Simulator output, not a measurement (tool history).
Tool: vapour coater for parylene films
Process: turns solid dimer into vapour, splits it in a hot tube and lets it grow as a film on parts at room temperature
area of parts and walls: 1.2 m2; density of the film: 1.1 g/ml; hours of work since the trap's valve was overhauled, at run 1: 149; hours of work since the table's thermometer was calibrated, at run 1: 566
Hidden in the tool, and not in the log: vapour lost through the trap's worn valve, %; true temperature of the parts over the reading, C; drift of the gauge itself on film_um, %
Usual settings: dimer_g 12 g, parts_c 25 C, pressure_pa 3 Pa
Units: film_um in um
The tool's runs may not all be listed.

run,hour,dimer_g,parts_c,pressure_pa,hours of work since the trap's valve was overhauled,hours of work since the table's thermometer was calibrated,film_um
1,0,12,25,3,149,566,4.06
2,11.5,12,25,3,156,573,4
3,32.6,12,25,3,170,586,3.99
4,57.1,12,25,3,185,601,3.92
5,81.2,12,25,3,200,616,3.93
6,102.9,12,25,3,213,630,3.9
7,123,20,25,3,226,642,6.47
8,138.5,8,25,3,236,652,2.53
9,159.5,8,25,3,249,665,2.55
10,180,12,25,3,261,678,3.76
11,197.8,12,25,3,273,689,3.81
12,214.7,12,25,11.78,283,700,3.39
# hour 236.2: trap's valve overhauled
13,238.2,12,25,11.78,1,712,3.88
14,255.8,12,18,11.78,12,723,4.5
15,282.4,8,36,3,29,739,2.27

Run 16 comes next. What will it give?
16,308.1,8,36,3,45,755,?

film_um: 2.23 um
Without the tool's hidden state the same run would have given film_um 2.31 um.
